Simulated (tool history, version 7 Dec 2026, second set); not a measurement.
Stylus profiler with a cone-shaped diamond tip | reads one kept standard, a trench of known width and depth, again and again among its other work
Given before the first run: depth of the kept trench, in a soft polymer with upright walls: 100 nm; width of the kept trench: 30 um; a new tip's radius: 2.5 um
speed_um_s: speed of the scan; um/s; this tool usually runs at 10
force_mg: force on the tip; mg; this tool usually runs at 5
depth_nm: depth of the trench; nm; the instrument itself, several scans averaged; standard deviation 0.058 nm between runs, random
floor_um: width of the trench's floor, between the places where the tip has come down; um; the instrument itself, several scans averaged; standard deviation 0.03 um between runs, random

run     day  speed_um_s  force_mg  depth_nm  floor_um
  1       0          10         5    101.17      28.5
  2   0.842          10         5    101.23     28.55
  3   1.871           7         5    101.11     28.58
  4   2.325           7         5    101.16     28.56
  5   2.996           7         5    101.22     28.59
  6   3.738           7         5    101.22     28.54
  7   4.196           7         5    101.16     28.58
  8   5.171          10         5    101.26     28.55
  9   5.692          10         5    101.23     28.54
 10   6.196          10         5    101.22      28.6
 11   6.988          18         5    101.28     28.53
 12   7.762          18         5    101.14     28.54
 13   8.758          18      4.28    101.14     28.59
 14   9.633          10         5    101.17     28.55
      9.717  -- height scale calibrated on a step standard
 15  10.604          10     12.93    102.31     28.55
 16  11.154          10     11.18       102     28.57
 17  11.783          10     11.18    101.99     28.59
 18    12.3           4         5    101.22      28.6
 19  13.029           4         5     101.2     28.55
 20  13.642          10      7.77    101.58     28.54

What does the tool deliver on the next run?
 21  14.229          10      7.77         ?         ?

depth_nm: 101.6 nm
floor_um: 28.55 um
The same run, on a tool lacking any hidden state, would have yielded depth_nm 101.53 nm, floor_um 28.58 um.
